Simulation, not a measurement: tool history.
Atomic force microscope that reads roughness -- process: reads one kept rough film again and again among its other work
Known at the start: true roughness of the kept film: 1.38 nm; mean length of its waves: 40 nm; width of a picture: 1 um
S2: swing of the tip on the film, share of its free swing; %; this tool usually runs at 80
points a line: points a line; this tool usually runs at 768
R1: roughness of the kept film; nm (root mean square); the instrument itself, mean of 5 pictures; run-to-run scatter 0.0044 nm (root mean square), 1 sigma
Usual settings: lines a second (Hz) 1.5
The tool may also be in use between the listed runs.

run 1 hour=0 | lines_a_second_(Hz)=1.5 S2=80 points_a_line=768 | R1=1.225
run 2 hour=12 | lines_a_second_(Hz)=1.5 S2=80 points_a_line=768 | R1=1.23
run 3 hour=23.4 | lines_a_second_(Hz)=1.5 S2=80 points_a_line=768 | R1=1.228
run 4 hour=31.8 | lines_a_second_(Hz)=1.5 S2=80 points_a_line=943 | R1=1.218
run 5 hour=37.2 | lines_a_second_(Hz)=0.5 S2=80 points_a_line=768 | R1=1.295
run 6 hour=50 | lines_a_second_(Hz)=0.5 S2=80 points_a_line=768 | R1=1.295
run 7 hour=56 | lines_a_second_(Hz)=0.5 S2=80 points_a_line=768 | R1=1.291
run 8 hour=64.3 | lines_a_second_(Hz)=0.5 S2=80 points_a_line=768 | R1=1.29
run 9 hour=72.7 | lines_a_second_(Hz)=0.5 S2=80 points_a_line=768 | R1=1.302
run 10 hour=85.4 | lines_a_second_(Hz)=1.5 S2=89 points_a_line=768 | R1=1.172
run 11 hour=94 | lines_a_second_(Hz)=1.5 S2=89 points_a_line=768 | R1=1.167
run 12 hour=103.4 | lines_a_second_(Hz)=1.5 S2=89 points_a_line=768 | R1=1.166
run 13 hour=110 | lines_a_second_(Hz)=1.5 S2=89 points_a_line=768 | R1=1.164
run 14 hour=116 | lines_a_second_(Hz)=1.5 S2=80 points_a_line=768 | R1=1.216
run 15 hour=124 | lines_a_second_(Hz)=1.5 S2=80 points_a_line=768 | R1=1.215
run 16 hour=129.4 | lines_a_second_(Hz)=1.5 S2=80 points_a_line=768 | R1=1.212
run 17 hour=142.2 | lines_a_second_(Hz)=1.5 S2=80 points_a_line=768 | R1=1.217
run 18 hour=151.5 | lines_a_second_(Hz)=1.5 S2=80 points_a_line=768 | R1=1.248
run 19 hour=158.5 | lines_a_second_(Hz)=1.5 S2=80 points_a_line=768 | R1=1.238
run 20 hour=164.5 | lines_a_second_(Hz)=1.5 S2=80 points_a_line=331 | R1=1.237
run 21 hour=174.2 | lines_a_second_(Hz)=1.5 S2=89 points_a_line=768 | R1=1.186
run 22 hour=184.7 | lines_a_second_(Hz)=1.5 S2=89 points_a_line=768 | R1=1.181
run 23 hour=193.5 | lines_a_second_(Hz)=1.5 S2=89 points_a_line=768 | R1=1.188
run 24 hour=201.1 | lines_a_second_(Hz)=1.5 S2=84 points_a_line=768 | R1=1.223
run 25 hour=207.8 | lines_a_second_(Hz)=1.5 S2=84 points_a_line=768 | R1=1.213
run 26 hour=220.3 | lines_a_second_(Hz)=1.5 S2=68 points_a_line=768 | R1=1.29
run 27 hour=229.2 | lines_a_second_(Hz)=1.5 S2=71 points_a_line=768 | R1=1.273
run 28 hour=237.4 | lines_a_second_(Hz)=1.27 S2=75 points_a_line=768 | R1=1.28
run 29 hour=246 | lines_a_second_(Hz)=1.8 S2=80 points_a_line=283 | R1=1.201
run 30 hour=254.4 | lines_a_second_(Hz)=1.47 S2=80 points_a_line=455 | R1=1.23
run 31 hour=263.8 | lines_a_second_(Hz)=1.47 S2=65 points_a_line=613 | R1=1.283
run 32 hour=275.2 | lines_a_second_(Hz)=1.47 S2=65 points_a_line=613 | R1=1.299
run 33 hour=288 | lines_a_second_(Hz)=2.08 S2=77 points_a_line=418 | R1=1.204
run 34 hour=299.5 | lines_a_second_(Hz)=2.08 S2=77 points_a_line=418 | R1=1.21
run 35 hour=307.8 | lines_a_second_(Hz)=2.4 S2=77 points_a_line=335 | R1=1.187
run 36 hour=316.4 | lines_a_second_(Hz)=1.42 S2=66 points_a_line=471 | R1=1.289
run 37 hour=327.4 | lines_a_second_(Hz)=0.58 S2=62 points_a_line=602 | R1=1.32
run 38 hour=334.5 | lines_a_second_(Hz)=1.66 S2=72 points_a_line=308 | R1=1.249
run 39 hour=340.7 | lines_a_second_(Hz)=2.58 S2=88 points_a_line=578 | R1=1.081
run 40 hour=351 | lines_a_second_(Hz)=1.39 S2=59 points_a_line=768 | R1=1.302
run 41 hour=358.5 | lines_a_second_(Hz)=1.39 S2=59 points_a_line=768 | R1=1.296
run 42 hour=365.4 | lines_a_second_(Hz)=0.91 S2=59 points_a_line=388 | R1=1.309
run 43 hour=373 | lines_a_second_(Hz)=1.08 S2=88 points_a_line=512 | R1=1.211
run 44 hour=385.9 | lines_a_second_(Hz)=1.07 S2=71 points_a_line=611 | R1=1.275
run 45 hour=397.7 | lines_a_second_(Hz)=2.87 S2=89 points_a_line=290 | R1=1.039
run 46 hour=405.3 | lines_a_second_(Hz)=2.27 S2=63 points_a_line=452 | R1=1.254
run 47 hour=418.2 | lines_a_second_(Hz)=0.51 S2=79 points_a_line=452 | R1=1.316
run 48 hour=427.6 | lines_a_second_(Hz)=1.96 S2=57 points_a_line=768 | R1=1.322
run 49 hour=439.3 | lines_a_second_(Hz)=0.69 S2=82 points_a_line=295 | R1=1.288
run 50 hour=445.2 | lines_a_second_(Hz)=0.69 S2=82 points_a_line=295 | R1=1.288
run 51 hour=455.2 | lines_a_second_(Hz)=3.44 S2=89 points_a_line=268 | R1=1.022
run 52 hour=463.7 | lines_a_second_(Hz)=0.88 S2=89 points_a_line=552 | R1=1.246
run 53 hour=472.4 | lines_a_second_(Hz)=2.53 S2=57 points_a_line=591 | R1=1.294
run 54 hour=478.5 | lines_a_second_(Hz)=1.5 S2=60 points_a_line=402 | R1=1.314

Withheld: 2 entries from between the runs. Position of each, and hidden state at the listed run before versus the listed run after:
After run 17, before run 18: new tip fitted (hour 150)
  radius of the tip, nm: 12.2 -> 5.1; height scale over the true one, %: 0.15 -> 0.16
  measured minus no-state result, R1: -0.027 -> +0.002 nm (root mean square)
After run 46, before run 47: new tip fitted (hour 410.6)
  radius of the tip, nm: 12.3 -> 5.4; height scale over the true one, %: 0.26 -> 0.27
  measured minus no-state result, R1: -0.027 -> +0.002 nm (root mean square)

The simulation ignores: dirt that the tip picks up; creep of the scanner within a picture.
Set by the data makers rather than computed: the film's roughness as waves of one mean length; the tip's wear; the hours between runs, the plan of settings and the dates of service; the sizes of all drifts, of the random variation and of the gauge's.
